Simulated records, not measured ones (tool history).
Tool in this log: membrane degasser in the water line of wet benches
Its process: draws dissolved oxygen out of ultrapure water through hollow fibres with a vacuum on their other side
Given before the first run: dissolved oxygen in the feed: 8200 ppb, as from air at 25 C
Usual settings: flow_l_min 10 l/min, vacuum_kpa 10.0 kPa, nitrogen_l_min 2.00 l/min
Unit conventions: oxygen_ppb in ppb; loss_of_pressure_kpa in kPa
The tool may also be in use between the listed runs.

run    hour  flow_l_min  vacuum_kpa  nitrogen_l_min  oxygen_ppb  loss_of_pressure_kpa
  1     0.0          10        10.0            2.00       113.9                 54.29
  2    63.2          10        10.0            2.00       113.6                 54.43
  3   189.9          10        10.0            2.00       114.7                 54.47
  4   282.8          10        10.0            2.00       112.6                 54.23
  5   350.2          10        10.0            2.00       114.3                 54.45
  6   424.1          10        10.0            2.00       113.3                 54.15
  7   559.9          10        20.1            2.00       236.2                 54.68
  8   701.3          10        20.1            2.00       234.0                 54.28
  9   829.2          11         8.4            1.99       108.5                 60.37
 10   966.1          10        19.7            5.44       108.0                 54.75
 11  1058.7          10        19.7            5.44       106.7                 54.81
 12  1203.4           7        22.6            2.68       144.0                 38.41

Forecast each of these 5 alternatives for the next run:
  A  1349.3          11        14.3            3.77           ?                     ?
  B  1349.3           7        22.6            1.20           ?                     ?
  C  1349.3          10         7.2            2.00           ?                     ?
  D  1349.3           7        10.4            3.66           ?                     ?
  E  1349.3           7        10.0            4.48           ?                     ?

run  oxygen_ppb  loss_of_pressure_kpa
  A       116.9                 60.52
  B       290.5                 38.20
  C        80.9                 54.66
  D        51.5                 38.45
  E        44.6                 38.28
With the hidden condition removed and each run's random variation left untouched, the same runs would have given:
run  oxygen_ppb  loss_of_pressure_kpa
  A       111.7                 59.73
  B       278.8                 37.70
  C        75.8                 53.94
  D        48.3                 37.95
  E        41.7                 37.79

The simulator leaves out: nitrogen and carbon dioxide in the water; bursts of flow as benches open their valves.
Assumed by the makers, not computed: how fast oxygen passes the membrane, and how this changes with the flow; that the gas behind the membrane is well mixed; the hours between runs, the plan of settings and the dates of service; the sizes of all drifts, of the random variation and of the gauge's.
